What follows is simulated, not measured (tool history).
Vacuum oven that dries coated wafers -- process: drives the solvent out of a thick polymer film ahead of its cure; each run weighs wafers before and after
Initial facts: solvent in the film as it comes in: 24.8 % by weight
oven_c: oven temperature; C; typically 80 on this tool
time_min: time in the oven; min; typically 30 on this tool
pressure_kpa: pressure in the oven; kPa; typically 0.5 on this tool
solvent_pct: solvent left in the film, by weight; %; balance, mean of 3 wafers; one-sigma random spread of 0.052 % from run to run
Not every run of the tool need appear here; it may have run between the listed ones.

| run | hour | oven_c | time_min | pressure_kpa | solvent_pct |
|---|---|---|---|---|---|
| 1 | 0 | 80 | 30 | 0.5 | 1.58 |
| 2 | 16 | 80 | 50 | 0.5 | 0.78 |
| 3 | 29.5 | 80 | 17 | 0.5 | 4.22 |
| 4 | 44.3 | 80 | 17 | 0.5 | 4.32 |
| 5 | 61.9 | 77 | 17 | 0.5 | 5.89 |
| 6 | 76.4 | 77 | 17 | 0.5 | 5.81 |
| 7 | 85.8 | 92 | 17 | 0.5 | 0.71 |
| 8 | 101 | 92 | 36 | 0.5 | 0.44 |
| 9 | 116.7 | 92 | 36 | 0.5 | 0.37 |
| 10 | 125.8 | 92 | 36 | 0.5 | 0.52 |
| 11 | 134.4 | 80 | 30 | 0.612 | 1.78 |
| 12 | 151.9 | 80 | 25 | 0.5 | 2.29 |
| 13 | 167.7 | 80 | 27 | 0.5 | 2.1 |
| 14 | 182 | 80 | 27 | 0.5 | 2.03 |
| 15 | 195.2 | 80 | 27 | 0.5 | 1.91 |
| 16 | 209.2 | 80 | 27 | 0.5 | 2.09 |
| 17 | 224.5 | 80 | 27 | 0.5 | 2.06 |
| 18 | 235.8 | 80 | 30 | 0.315 | 1.47 |
| 19 | 243.5 | 80 | 30 | 1.048 | 2.35 |
| 20 | 261.1 | 80 | 30 | 1.048 | 2.37 |
| 21 | 277.5 | 80 | 30 | 0.5 | 1.67 |
| 22 | 285.4 | 80 | 30 | 0.5 | 1.71 |
| 23 | 293.5 | 78 | 27 | 0.586 | 2.92 |
|  | 296.5 | vacuum gauge cleaned of residue and calibrated |
| 24 | 311.4 | 67 | 30 | 0.5 | 8.05 |
| 25 | 323.4 | 67 | 30 | 0.5 | 7.95 |
| 26 | 335 | 72 | 31 | 1.915 | 6.97 |
| 27 | 348.1 | 77 | 26 | 0.5 | 3.35 |
|  | 350.8 | vacuum gauge cleaned of residue and calibrated, once more |
| 28 | 364.7 | 74 | 40 | 0.681 | 2.69 |
| 29 | 379.4 | 75 | 19 | 0.423 | 6.27 |
| 30 | 395.9 | 75 | 19 | 0.423 | 6.05 |
| 31 | 410.9 | 68 | 32 | 0.671 | 6.9 |
| 32 | 420.3 | 74 | 50 | 0.842 | 2.21 |
| 33 | 432 | 80 | 49 | 0.5 | 0.83 |
| 34 | 448.3 | 80 | 49 | 0.5 | 0.78 |
| 35 | 459 | 80 | 30 | 1.763 | 3.16 |
| 36 | 469.9 | 66 | 27 | 1.939 | 11.26 |
| 37 | 487.2 | 91 | 24 | 0.304 | 0.32 |
| 38 | 497.4 | 87 | 42 | 0.304 | 0.31 |
| 39 | 506.6 | 87 | 42 | 0.304 | 0.33 |
| 40 | 522.5 | 85 | 40 | 0.392 | 0.52 |
| 41 | 536.5 | 85 | 40 | 0.392 | 0.41 |
| 42 | 553.6 | 67 | 53 | 0.298 | 3.81 |
| 43 | 564.8 | 92 | 53 | 1.457 | 1.11 |
| 44 | 576.4 | 80 | 17 | 0.5 | 4.5 |

Measured less the same run without the tool's hidden state. The same run-to-run variation is in both; the gauge's scatter may not be:
Hidden state at play: true wafer temperature over the reading, C; true pressure over the reading, kPa; drift of the gauge itself on solvent_pct, %.
| run | solvent_pct |
|---|---|
| 1 | +0.33 |
| 2 | +0.13 |
| 3 | +0.68 |
| 4 | +0.69 |
| 5 | +0.8 |
| 6 | +0.8 |
| 7 | +0.17 |
| 8 | +0.05 |
| 9 | +0.05 |
| 10 | +0.05 |
| 11 | +0.38 |
| 12 | +0.5 |
| 13 | +0.45 |
| 14 | +0.45 |
| 15 | +0.46 |
| 16 | +0.48 |
| 17 | +0.47 |
| 18 | +0.4 |
| 19 | +0.44 |
| 20 | +0.44 |
| 21 | +0.42 |
| 22 | +0.43 |
| 23 | +0.62 |
| 24 | +1.11 |
| 25 | +1.1 |
| 26 | +1 |
| 27 | +0.75 |
| 28 | +0.54 |
| 29 | +0.93 |
| 30 | +0.91 |
| 31 | +1 |
| 32 | +0.41 |
| 33 | +0.13 |
| 34 | +0.13 |
| 35 | +0.49 |
| 36 | +1.09 |
| 37 | +0.07 |
| 38 | +0.04 |
| 39 | +0.04 |
| 40 | +0.08 |
| 41 | +0.08 |
| 42 | +0.86 |
| 43 | +0.08 |
| 44 | +0.88 |
